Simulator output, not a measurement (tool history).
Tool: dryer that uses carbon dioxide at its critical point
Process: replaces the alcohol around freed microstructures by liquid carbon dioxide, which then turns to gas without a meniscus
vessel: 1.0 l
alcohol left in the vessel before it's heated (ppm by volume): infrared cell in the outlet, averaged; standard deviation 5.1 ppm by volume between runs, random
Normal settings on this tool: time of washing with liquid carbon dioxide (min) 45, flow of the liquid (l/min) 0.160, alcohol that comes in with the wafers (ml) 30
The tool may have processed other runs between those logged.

run,hour,time of washing with liquid carbon dioxide (min),flow of the liquid (l/min),alcohol that comes in with the wafers (ml),alcohol left in the vessel before it's heated (ppm by volume)
1,0.0,45,0.160,30,129
2,5.8,45,0.160,40,162
3,12.1,62,0.160,40,28
4,20.1,62,0.160,40,34
5,31.8,62,0.160,40,33
# hour 40.7: inlet filter changed
6,42.4,45,0.160,60,126
7,48.2,45,0.200,30,26
8,58.8,45,0.200,30,27
9,72.6,45,0.182,30,31
10,78.9,45,0.182,30,43
11,90.1,45,0.182,30,34
12,102.5,44,0.160,30,88
13,112.3,44,0.160,30,90
14,124.8,45,0.246,30,16
15,137.1,45,0.246,30,12
16,146.7,45,0.160,30,80
17,157.0,45,0.160,30,93
18,167.3,45,0.160,30,78

Forecast run 19:
19,180.4,37,0.131,47,?

{"run 19": {"alcohol left in the vessel before it's heated (ppm by volume)": 808}}
The same run, on a tool lacking any hidden state, would have yielded alcohol left in the vessel before it's heated (ppm by volume) 681.

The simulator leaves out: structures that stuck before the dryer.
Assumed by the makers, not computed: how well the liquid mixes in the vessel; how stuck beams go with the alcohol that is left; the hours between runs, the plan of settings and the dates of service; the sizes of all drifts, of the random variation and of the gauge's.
